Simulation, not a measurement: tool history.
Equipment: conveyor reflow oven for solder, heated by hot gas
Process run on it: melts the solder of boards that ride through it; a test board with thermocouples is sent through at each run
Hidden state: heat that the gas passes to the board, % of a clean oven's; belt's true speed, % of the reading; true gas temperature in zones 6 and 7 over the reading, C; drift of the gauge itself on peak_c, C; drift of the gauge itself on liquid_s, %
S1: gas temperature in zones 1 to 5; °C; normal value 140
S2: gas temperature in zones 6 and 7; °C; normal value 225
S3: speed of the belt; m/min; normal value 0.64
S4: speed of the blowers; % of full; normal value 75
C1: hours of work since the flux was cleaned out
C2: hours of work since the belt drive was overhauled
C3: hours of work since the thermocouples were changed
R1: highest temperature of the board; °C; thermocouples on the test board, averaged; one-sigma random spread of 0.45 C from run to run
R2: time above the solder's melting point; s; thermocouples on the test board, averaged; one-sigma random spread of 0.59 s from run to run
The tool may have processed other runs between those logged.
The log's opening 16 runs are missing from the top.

| run | hour | S1 | S2 | S3 | S4 | C1 | C2 | C3 | R1 | R2 |
|---|---|---|---|---|---|---|---|---|---|---|
|  | 661.5 | flux residue cleaned out of gas plates and filters |
| 17 | 688.9 | 140 | 225 | 0.58 | 62 | 12 | 581 | 877 | 209.1 | 54.4 |
| 18 | 722.1 | 140 | 225 | 0.58 | 62 | 26 | 595 | 891 | 208.2 | 54.9 |
| 19 | 754.7 | 140 | 225 | 0.73 | 60 | 39 | 609 | 905 | 199.9 | 30.3 |
| 20 | 805.7 | 155 | 225 | 0.73 | 81 | 61 | 631 | 926 | 210.5 | 49.5 |
| 21 | 846.5 | 130 | 225 | 0.64 | 58 | 78 | 648 | 944 | 201 | 36.5 |
| 22 | 876.8 | 140 | 225 | 0.64 | 81 | 91 | 661 | 956 | 211.3 | 54.1 |
| 23 | 935 | 140 | 227 | 0.671 | 76 | 116 | 685 | 981 | 210.1 | 48.4 |
| 24 | 971.6 | 146 | 216 | 0.641 | 75 | 131 | 701 | 997 | 203 | 45.9 |
| 25 | 1024.3 | 140 | 225 | 0.653 | 66 | 153 | 723 | 1019 | 206.3 | 44.7 |
| 26 | 1061.4 | 140 | 214 | 0.653 | 66 | 169 | 739 | 1034 | 197.1 | 33.7 |
| 27 | 1101.3 | 129 | 225 | 0.643 | 70 | 186 | 756 | 1051 | 205.7 | 42.9 |
| 28 | 1135.8 | 131 | 238 | 0.766 | 70 | 201 | 770 | 1066 | 210.4 | 37.5 |
| 29 | 1167.8 | 126 | 234 | 0.64 | 53 | 214 | 784 | 1079 | 204.5 | 37.9 |
| 30 | 1209.2 | 126 | 234 | 0.64 | 53 | 232 | 801 | 1097 | 204.1 | 38.2 |

What if the next run were any one of these 5? Each begins from the tool's condition after run 30:
| A | 1256.5 | 140 | 229 | 0.515 | 63 | 252 | 821 | 1117 | ? | ? |
| B | 1256.5 | 126 | 235 | 0.601 | 84 | 252 | 821 | 1117 | ? | ? |
| C | 1256.5 | 129 | 225 | 0.718 | 69 | 252 | 821 | 1117 | ? | ? |
| D | 1256.5 | 145 | 238 | 0.52 | 75 | 252 | 821 | 1117 | ? | ? |
| E | 1256.5 | 140 | 232 | 0.74 | 75 | 252 | 821 | 1117 | ? | ? |

| run | R1 | R2 |
|---|---|---|
| A | 215.8 | 70.2 |
| B | 221 | 58.4 |
| C | 201.1 | 32.2 |
| D | 227.1 | 83.1 |
| E | 210.9 | 43.5 |
Stripped of hidden state, with their random variation kept, the same runs would have yielded:
| run | R1 | R2 |
|---|---|---|
| A | 215.9 | 70.4 |
| B | 221.2 | 58.6 |
| C | 201.2 | 32.4 |
| D | 227.3 | 83.2 |
| E | 211.1 | 43.6 |
